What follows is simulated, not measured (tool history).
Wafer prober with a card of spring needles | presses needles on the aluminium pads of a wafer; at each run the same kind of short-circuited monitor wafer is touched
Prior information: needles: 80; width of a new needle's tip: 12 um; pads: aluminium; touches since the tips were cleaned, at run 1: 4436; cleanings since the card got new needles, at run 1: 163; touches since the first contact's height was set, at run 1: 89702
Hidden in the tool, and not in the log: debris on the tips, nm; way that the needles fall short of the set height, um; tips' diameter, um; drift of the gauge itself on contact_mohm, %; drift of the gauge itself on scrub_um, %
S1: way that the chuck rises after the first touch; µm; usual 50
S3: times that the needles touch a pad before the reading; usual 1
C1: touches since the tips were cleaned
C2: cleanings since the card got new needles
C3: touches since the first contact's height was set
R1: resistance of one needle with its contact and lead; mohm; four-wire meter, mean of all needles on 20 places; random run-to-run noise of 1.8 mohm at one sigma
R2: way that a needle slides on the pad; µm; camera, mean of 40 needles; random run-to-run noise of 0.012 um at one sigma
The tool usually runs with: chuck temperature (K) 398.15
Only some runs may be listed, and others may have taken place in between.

{"run": 1, "day": 0.0, "S1": 50, "chuck temperature (K)": 398.15, "S3": 1, "C1": 4436, "C2": 163, "C3": 89702, "R1": 316, "R2": 8.9}
{"day": 0.354, "done": "tips cleaned on abrasive film"}
{"day": 1.062, "done": "tips cleaned on abrasive film"}
{"day": 1.771, "done": "tips cleaned on abrasive film"}
{"day": 2.654, "done": "tips cleaned on abrasive film"}
{"day": 3.517, "done": "tips cleaned on abrasive film"}
{"run": 2, "day": 3.629, "S1": 50, "chuck temperature (K)": 398.15, "S3": 1, "C1": 980, "C2": 168, "C3": 120961, "R1": 241, "R2": 8.86}
{"day": 4.338, "done": "tips cleaned on abrasive film"}
{"day": 5.217, "done": "tips cleaned on abrasive film"}
{"day": 5.925, "done": "tips cleaned on abrasive film"}
{"day": 6.8, "done": "tips cleaned on abrasive film"}
{"run": 3, "day": 7.383, "S1": 50, "chuck temperature (K)": 311.15, "S3": 1, "C1": 5039, "C2": 172, "C3": 153313, "R1": 340, "R2": 8.81}
{"day": 7.562, "done": "tips cleaned on abrasive film"}
{"day": 8.446, "done": "tips cleaned on abrasive film"}
{"day": 9.329, "done": "tips cleaned on abrasive film"}
{"run": 4, "day": 9.462, "S1": 50, "chuck temperature (K)": 311.15, "S3": 1, "C1": 1151, "C2": 175, "C3": 171211, "R1": 247, "R2": 8.78}
{"day": 10.171, "done": "tips cleaned on abrasive film"}
{"day": 10.533, "done": "height of the first contact set anew"}
{"day": 10.888, "done": "tips cleaned on abrasive film"}
{"day": 11.754, "done": "tips cleaned on abrasive film"}
{"day": 12.638, "done": "tips cleaned on abrasive film"}
{"run": 5, "day": 13.1, "S1": 50, "chuck temperature (K)": 351.15, "S3": 1, "C1": 4007, "C2": 179, "C3": 22119, "R1": 326, "R2": 9.01}
{"day": 13.454, "done": "tips cleaned on abrasive film"}
{"day": 14.325, "done": "tips cleaned on abrasive film"}
{"day": 15.192, "done": "tips cleaned on abrasive film"}
{"run": 6, "day": 15.508, "S1": 50, "chuck temperature (K)": 351.15, "S3": 1, "C1": 2723, "C2": 182, "C3": 42853, "R1": 292, "R2": 8.97}
{"day": 16.038, "done": "tips cleaned on abrasive film"}
{"day": 16.921, "done": "tips cleaned on abrasive film"}
{"run": 7, "day": 17.4, "S1": 50, "chuck temperature (K)": 351.15, "S3": 1, "C1": 4151, "C2": 184, "C3": 59185, "R1": 327, "R2": 8.95}
{"day": 17.758, "done": "tips cleaned on abrasive film"}
{"day": 18.625, "done": "tips cleaned on abrasive film"}
{"day": 19.333, "done": "tips cleaned on abrasive film"}
{"day": 20.038, "done": "tips cleaned on abrasive film"}
{"run": 8, "day": 20.5, "S1": 50, "chuck temperature (K)": 351.15, "S3": 1, "C1": 3990, "C2": 188, "C3": 85876, "R1": 319, "R2": 8.93}
{"day": 20.854, "done": "tips cleaned on abrasive film"}
{"day": 21.562, "done": "tips cleaned on abrasive film"}
{"run": 9, "day": 22.088, "S1": 50, "chuck temperature (K)": 351.15, "S3": 1, "C1": 4550, "C2": 190, "C3": 99562, "R1": 334, "R2": 8.87}
{"day": 22.446, "done": "tips cleaned on abrasive film"}
{"day": 23.321, "done": "tips cleaned on abrasive film"}
{"day": 24.204, "done": "tips cleaned on abrasive film"}
{"run": 10, "day": 24.367, "S1": 50, "chuck temperature (K)": 398.15, "S3": 1, "C1": 1417, "C2": 193, "C3": 119188, "R1": 266, "R2": 8.86}
{"day": 25.075, "done": "tips cleaned on abrasive film"}
{"day": 25.938, "done": "tips cleaned on abrasive film"}
{"day": 26.646, "done": "tips cleaned on abrasive film"}
{"run": 11, "day": 26.933, "S1": 64, "chuck temperature (K)": 398.15, "S3": 1, "C1": 2513, "C2": 196, "C3": 141309, "R1": 254, "R2": 11.36}
{"day": 27.467, "done": "tips cleaned on abrasive film"}
{"day": 28.175, "done": "tips cleaned on abrasive film"}
{"run": 12, "day": 28.821, "S1": 50, "chuck temperature (K)": 398.15, "S3": 2, "C1": 5605, "C2": 198, "C3": 157572, "R1": 291, "R2": 8.8}
{"day": 29.0, "done": "tips cleaned on abrasive film"}
{"day": 29.883, "done": "tips cleaned on abrasive film"}
{"day": 30.767, "done": "tips cleaned on abrasive film"}
{"day": 31.458, "done": "height of the first contact set anew"}
{"day": 31.492, "done": "tips cleaned on abrasive film"}
{"run": 13, "day": 31.492, "S1": 50, "chuck temperature (K)": 398.15, "S3": 1, "C1": 0, "C2": 202, "C3": 254, "R1": 213, "R2": 9.02}
{"day": 32.375, "done": "tips cleaned on abrasive film"}
{"day": 33.225, "done": "tips cleaned on abrasive film"}
{"day": 34.108, "done": "tips cleaned on abrasive film"}
{"day": 34.95, "done": "tips cleaned on abrasive film"}
{"run": 14, "day": 34.95, "S1": 35, "chuck temperature (K)": 392.15, "S3": 1, "C1": 0, "C2": 206, "C3": 30066, "R1": 226, "R2": 6.26}
{"day": 35.833, "done": "tips cleaned on abrasive film"}
{"day": 36.692, "done": "tips cleaned on abrasive film"}
{"day": 37.575, "done": "tips cleaned on abrasive film"}
{"run": 15, "day": 37.779, "S1": 38, "chuck temperature (K)": 398.15, "S3": 2, "C1": 1778, "C2": 209, "C3": 54466, "R1": 277, "R2": 6.81}
{"day": 38.308, "done": "tips cleaned on abrasive film"}
{"day": 39.171, "done": "tips cleaned on abrasive film"}
{"run": 16, "day": 39.85, "S1": 50, "chuck temperature (K)": 317.15, "S3": 1, "C1": 5884, "C2": 211, "C3": 72315, "R1": 357, "R2": 8.93}
{"day": 40.029, "done": "tips cleaned on abrasive film"}
{"day": 40.896, "done": "tips cleaned on abrasive film"}
{"day": 41.771, "done": "tips cleaned on abrasive film"}
{"day": 42.654, "done": "tips cleaned on abrasive film"}
{"run": 17, "day": 43.25, "S1": 50, "chuck temperature (K)": 317.15, "S3": 1, "C1": 5145, "C2": 215, "C3": 101601, "R1": 351, "R2": 8.9}
{"day": 43.429, "done": "tips cleaned on abrasive film"}
{"day": 44.312, "done": "tips cleaned on abrasive film"}
{"day": 45.175, "done": "tips cleaned on abrasive film"}
{"day": 46.038, "done": "tips cleaned on abrasive film"}
{"run": 18, "day": 46.704, "S1": 50, "chuck temperature (K)": 317.15, "S3": 1, "C1": 5751, "C2": 219, "C3": 131374, "R1": 358, "R2": 8.88}
{"day": 46.883, "done": "tips cleaned on abrasive film"}
{"day": 47.754, "done": "tips cleaned on abrasive film"}
{"day": 48.462, "done": "tips cleaned on abrasive film"}
{"day": 49.171, "done": "tips cleaned on abrasive film"}
{"day": 50.038, "done": "tips cleaned on abrasive film"}
{"run": 19, "day": 50.529, "S1": 50, "chuck temperature (K)": 317.15, "S3": 1, "C1": 4241, "C2": 224, "C3": 164310, "R1": 351, "R2": 8.82}
{"day": 50.879, "done": "tips cleaned on abrasive film"}
{"day": 51.583, "done": "tips cleaned on abrasive film"}
{"day": 52.454, "done": "tips cleaned on abrasive film"}
{"day": 52.467, "done": "height of the first contact set anew"}
{"day": 53.333, "done": "tips cleaned on abrasive film"}
{"day": 54.154, "done": "tips cleaned on abrasive film"}
{"run": 20, "day": 54.154, "S1": 50, "chuck temperature (K)": 317.15, "S3": 1, "C1": 0, "C2": 229, "C3": 14571, "R1": 197, "R2": 9.02}
{"day": 55.025, "done": "tips cleaned on abrasive film"}
{"day": 55.896, "done": "tips cleaned on abrasive film"}
{"day": 56.754, "done": "tips cleaned on abrasive film"}
{"day": 57.254, "done": "card fitted with new needles"}
{"run": 21, "day": 57.854, "S1": 35, "chuck temperature (K)": 398.15, "S3": 1, "C1": 5208, "C2": 0, "C3": 5208, "R1": 367, "R2": 6.32}
{"day": 58.021, "done": "tips cleaned on abrasive film"}
{"day": 58.904, "done": "tips cleaned on abrasive film"}
{"day": 59.612, "done": "tips cleaned on abrasive film"}
{"day": 60.496, "done": "tips cleaned on abrasive film"}
{"day": 61.204, "done": "tips cleaned on abrasive film"}
{"run": 22, "day": 61.592, "S1": 35, "chuck temperature (K)": 398.15, "S3": 1, "C1": 3368, "C2": 5, "C3": 37387, "R1": 349, "R2": 6.28}
{"day": 61.95, "done": "tips cleaned on abrasive film"}
{"day": 62.833, "done": "tips cleaned on abrasive film"}
{"day": 63.712, "done": "tips cleaned on abrasive film"}
{"run": 23, "day": 63.988, "S1": 51, "chuck temperature (K)": 319.15, "S3": 1, "C1": 2389, "C2": 8, "C3": 58011, "R1": 246, "R2": 9.12}
{"day": 64.517, "done": "tips cleaned on abrasive film"}
{"day": 65.225, "done": "tips cleaned on abrasive film"}
{"day": 66.108, "done": "tips cleaned on abrasive film"}
{"day": 66.992, "done": "tips cleaned on abrasive film"}
{"run": 24, "day": 67.054, "S1": 51, "chuck temperature (K)": 319.15, "S3": 1, "C1": 545, "C2": 12, "C3": 84440, "R1": 209, "R2": 9.07}
{"day": 67.762, "done": "tips cleaned on abrasive film"}
{"day": 68.629, "done": "tips cleaned on abrasive film"}
{"day": 69.45, "done": "tips cleaned on abrasive film"}
{"run": 25, "day": 69.45, "S1": 69, "chuck temperature (K)": 319.15, "S3": 1, "C1": 0, "C2": 15, "C3": 105063, "R1": 179, "R2": 12.34}

4 ways to go on from here, each from the tool as it stands after run 25. What would each give?
{"day": 70.158, "done": "tips cleaned on abrasive film"}
{"day": 71.042, "done": "tips cleaned on abrasive film"}
{"day": 71.917, "done": "tips cleaned on abrasive film"}
{"day": 72.8, "done": "tips cleaned on abrasive film"}
{"run": "A", "day": 73.246, "S1": 40, "chuck temperature (K)": 298.15, "S3": 1, "C1": 3841, "C2": 19, "C3": 137782, "R1": "?", "R2": "?"}
{"day": 70.158, "done": "tips cleaned on abrasive film"}
{"day": 71.042, "done": "tips cleaned on abrasive film"}
{"day": 71.917, "done": "tips cleaned on abrasive film"}
{"day": 72.8, "done": "tips cleaned on abrasive film"}
{"run": "B", "day": 73.246, "S1": 58, "chuck temperature (K)": 304.15, "S3": 1, "C1": 3841, "C2": 19, "C3": 137782, "R1": "?", "R2": "?"}
{"day": 70.158, "done": "tips cleaned on abrasive film"}
{"day": 71.042, "done": "tips cleaned on abrasive film"}
{"day": 71.917, "done": "tips cleaned on abrasive film"}
{"day": 72.8, "done": "tips cleaned on abrasive film"}
{"run": "C", "day": 73.246, "S1": 56, "chuck temperature (K)": 317.15, "S3": 2, "C1": 3841, "C2": 19, "C3": 137782, "R1": "?", "R2": "?"}
{"day": 70.158, "done": "tips cleaned on abrasive film"}
{"day": 71.042, "done": "tips cleaned on abrasive film"}
{"day": 71.917, "done": "tips cleaned on abrasive film"}
{"day": 72.8, "done": "tips cleaned on abrasive film"}
{"run": "D", "day": 73.246, "S1": 69, "chuck temperature (K)": 300.15, "S3": 2, "C1": 3841, "C2": 19, "C3": 137782, "R1": "?", "R2": "?"}

run=A R1=327 R2=7.04
run=B R1=255 R2=10.29
run=C R1=226 R2=9.93
run=D R1=205 R2=12.25
Stripped of hidden state, with their random variation kept, the same runs would have yielded:
run=A R1=171 R2=7.21
run=B R1=171 R2=10.47
run=C R1=173 R2=10.11
run=D R1=167 R2=12.43
